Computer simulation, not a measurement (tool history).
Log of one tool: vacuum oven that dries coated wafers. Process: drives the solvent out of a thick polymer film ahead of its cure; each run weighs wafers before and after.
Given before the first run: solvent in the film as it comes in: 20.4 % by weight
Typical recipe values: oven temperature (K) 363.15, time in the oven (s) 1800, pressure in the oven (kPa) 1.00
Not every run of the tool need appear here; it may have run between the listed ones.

| run | hour | oven temperature (K) | time in the oven (s) | pressure in the oven (kPa) | solvent left in the film (%) |
|---|---|---|---|---|---|
| 1 | 0.0 | 363.15 | 1800 | 1.00 | 2.10 |
| 2 | 98.4 | 363.15 | 1800 | 1.00 | 2.17 |
| 3 | 151.2 | 363.15 | 1800 | 1.00 | 2.02 |
| 4 | 250.2 | 363.15 | 1800 | 1.00 | 2.15 |
| 5 | 324.2 | 363.15 | 1800 | 1.00 | 2.04 |
| 6 | 400.2 | 363.15 | 1800 | 1.90 | 3.03 |
| 7 | 463.3 | 363.15 | 1800 | 3.68 | 4.56 |
| 8 | 529.2 | 363.15 | 1800 | 3.68 | 4.57 |
| 9 | 610.4 | 363.15 | 1800 | 3.68 | 4.40 |
| 10 | 712.0 | 363.15 | 1800 | 3.68 | 4.42 |
| 11 | 764.4 | 355.15 | 1800 | 1.00 | 4.63 |
|  | 773.0 | oven's thermocouples calibrated |
| 12 | 867.9 | 355.15 | 1800 | 1.00 | 4.32 |
| 13 | 978.6 | 355.15 | 1800 | 1.00 | 4.24 |
| 14 | 1037.9 | 355.15 | 1800 | 2.94 | 6.51 |
|  | 1090.1 | oven's thermocouples calibrated, once more |
| 15 | 1130.5 | 355.15 | 1800 | 2.94 | 7.95 |
| 16 | 1234.4 | 356.15 | 1140 | 2.36 | 8.89 |
| 17 | 1335.4 | 364.15 | 1740 | 1.38 | 2.78 |
| 18 | 1408.4 | 348.15 | 1020 | 1.00 | 11.51 |
| 19 | 1480.4 | 366.15 | 1080 | 0.61 | 3.29 |
| 20 | 1549.5 | 363.15 | 1620 | 0.66 | 2.53 |
| 21 | 1629.4 | 363.15 | 1620 | 0.66 | 2.66 |
| 22 | 1710.7 | 350.15 | 1260 | 1.46 | 10.26 |
| 23 | 1778.8 | 356.15 | 2880 | 1.83 | 4.21 |
| 24 | 1849.3 | 365.15 | 2820 | 1.62 | 1.90 |
| 25 | 1923.7 | 365.15 | 2340 | 1.62 | 2.19 |
| 26 | 1975.7 | 365.15 | 2340 | 1.62 | 2.00 |
| 27 | 2052.7 | 365.15 | 2340 | 1.62 | 2.07 |
| 28 | 2122.5 | 363.15 | 2820 | 0.93 | 1.53 |
| 29 | 2207.5 | 349.15 | 1440 | 1.00 | 9.26 |
| 30 | 2286.8 | 349.15 | 1440 | 1.00 | 9.35 |

Predict each of these 4 candidate next runs independently; none follows another, all start after run 30:
| A | 2391.2 | 363.15 | 1680 | 1.00 | ? |
| B | 2391.2 | 363.15 | 1560 | 0.95 | ? |
| C | 2391.2 | 365.15 | 2760 | 3.39 | ? |
| D | 2391.2 | 349.15 | 1440 | 0.56 | ? |

| run | solvent left in the film (%) |
|---|---|
| A | 2.58 |
| B | 2.85 |
| C | 3.51 |
| D | 8.90 |
With no hidden state in the tool, these same runs would have given:
| run | solvent left in the film (%) |
|---|---|
| A | 2.57 |
| B | 2.86 |
| C | 3.36 |
| D | 9.02 |

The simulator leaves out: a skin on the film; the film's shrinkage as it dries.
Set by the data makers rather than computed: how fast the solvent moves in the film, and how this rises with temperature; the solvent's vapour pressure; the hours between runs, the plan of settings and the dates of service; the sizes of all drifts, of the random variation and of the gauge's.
